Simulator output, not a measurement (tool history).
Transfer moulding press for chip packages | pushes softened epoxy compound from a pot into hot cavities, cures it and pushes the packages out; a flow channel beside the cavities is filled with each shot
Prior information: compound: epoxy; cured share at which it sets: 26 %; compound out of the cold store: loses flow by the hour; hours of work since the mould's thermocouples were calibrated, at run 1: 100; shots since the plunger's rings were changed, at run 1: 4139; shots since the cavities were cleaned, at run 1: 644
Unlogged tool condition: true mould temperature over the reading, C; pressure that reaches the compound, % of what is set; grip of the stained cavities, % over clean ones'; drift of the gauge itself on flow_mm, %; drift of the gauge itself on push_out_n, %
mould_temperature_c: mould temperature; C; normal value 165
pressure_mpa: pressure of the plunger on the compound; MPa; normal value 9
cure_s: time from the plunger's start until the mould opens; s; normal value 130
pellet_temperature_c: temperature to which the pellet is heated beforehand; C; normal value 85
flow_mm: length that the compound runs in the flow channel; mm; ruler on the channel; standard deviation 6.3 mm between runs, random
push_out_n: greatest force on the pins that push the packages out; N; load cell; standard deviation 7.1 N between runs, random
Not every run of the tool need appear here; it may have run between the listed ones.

run	hour	mould_temperature_c	pressure_mpa	cure_s	pellet_temperature_c	hours of work since the mould's thermocouples were calibrated	shots since the plunger's rings were changed	shots since the cavities were cleaned	incoming compound's hours out of the cold store	flow_mm	push_out_n
1	0	165	9	130	85	100	4139	644	18.2	979	444
# hour 34: cavities cleaned with cleaning compound and waxed
2	37.8	165	9	130	85	129	4539	43	42.9	795	316
# hour 53.2: plunger's sealing rings changed
3	75.5	165	9	130	85	157	244	429	35.9	878	423
4	115.4	165	9	130	95	188	683	868	27.4	908	466
# hour 129.3: cavities cleaned with cleaning compound and waxed
5	152.8	165	7.5	130	85	216	1078	258	46.5	721	362
6	184	165	7.5	130	85	241	1421	601	29.8	809	445
7	219.4	171	7.5	130	85	269	1810	990	9	927	421
# hour 224.6: cavities cleaned with cleaning compound and waxed
8	238.5	162	9	130	85	283	2004	153	26.3	934	411
9	267.9	162	9	130	85	306	2327	476	26.9	928	510
10	305	162	9	130	85	336	2736	885	11.4	1047	571
# hour 318.2: cavities cleaned with cleaning compound and waxed
11	334.8	162	9	130	85	358	3047	183	33.2	880	430
12	358.1	165	9	130	85	376	3303	439	14.5	995	410
# hour 363.5: mould's thermocouples calibrated
13	392.4	165	9	146	85	23	3658	794	26.6	906	445
# hour 413.3: cavities cleaned with cleaning compound and waxed
14	433.4	165	9	130	85	54	4093	222	34.6	845	382
15	473.9	165	9	130	85	86	4538	667	25.1	911	498
# hour 489.8: plunger's sealing rings changed
# hour 509.6: cavities cleaned with cleaning compound and waxed
16	515.6	165	9	130	85	116	267	66	23.1	976	346
17	543.2	165	8.04	148	85	138	571	370	19.1	938	368
# hour 548.6: mould's thermocouples calibrated, once more
18	573.2	165	8.04	148	85	19	878	677	19.3	923	397
19	601.9	165	8.32	148	85	42	1193	992	45.6	770	420
# hour 606.9: cavities cleaned with cleaning compound and waxed
20	637.9	168	8.56	129	85	69	1573	341	17	951	364
21	666.4	168	7.11	153	90	92	1886	654	16.5	854	372
22	685.2	168	7.11	153	90	107	2093	861	40.9	727	408
# hour 700.2: cavities cleaned with cleaning compound and waxed
23	719.6	168	7.11	153	90	133	2455	213	42.3	714	322
24	753.1	168	7.11	153	90	159	2824	582	40.9	715	381
25	785.2	163	7.65	143	86	185	3177	935	12.6	938	493
# hour 794.4: cavities cleaned with cleaning compound and waxed
26	821.2	162	10.05	113	86	212	3556	295	33.3	926	592
27	857.4	173	9	124	85	240	3954	693	27.9	860	396
# hour 887.6: cavities cleaned with cleaning compound and waxed
28	901.8	173	9	124	85	274	4426	156	46.2	748	327
# hour 926.2: plunger's sealing rings changed
29	940.9	173	9	146	86	303	162	559	38	816	376

Here are 3 independent what-if runs from the current tool condition. What would each one return?
A	959.1	173	7.5	111	86	318	361	758	8.5	?	?
B	959.1	159	9	130	85	318	361	758	39.3	?	?
C	959.1	160	9	130	77	318	361	758	16.8	?	?

run	flow_mm	push_out_n
A	932	423
B	866	625
C	1045	651
What these runs would have given with no unlogged condition in the tool:
run	flow_mm	push_out_n
A	933	278
B	867	400
C	1046	419

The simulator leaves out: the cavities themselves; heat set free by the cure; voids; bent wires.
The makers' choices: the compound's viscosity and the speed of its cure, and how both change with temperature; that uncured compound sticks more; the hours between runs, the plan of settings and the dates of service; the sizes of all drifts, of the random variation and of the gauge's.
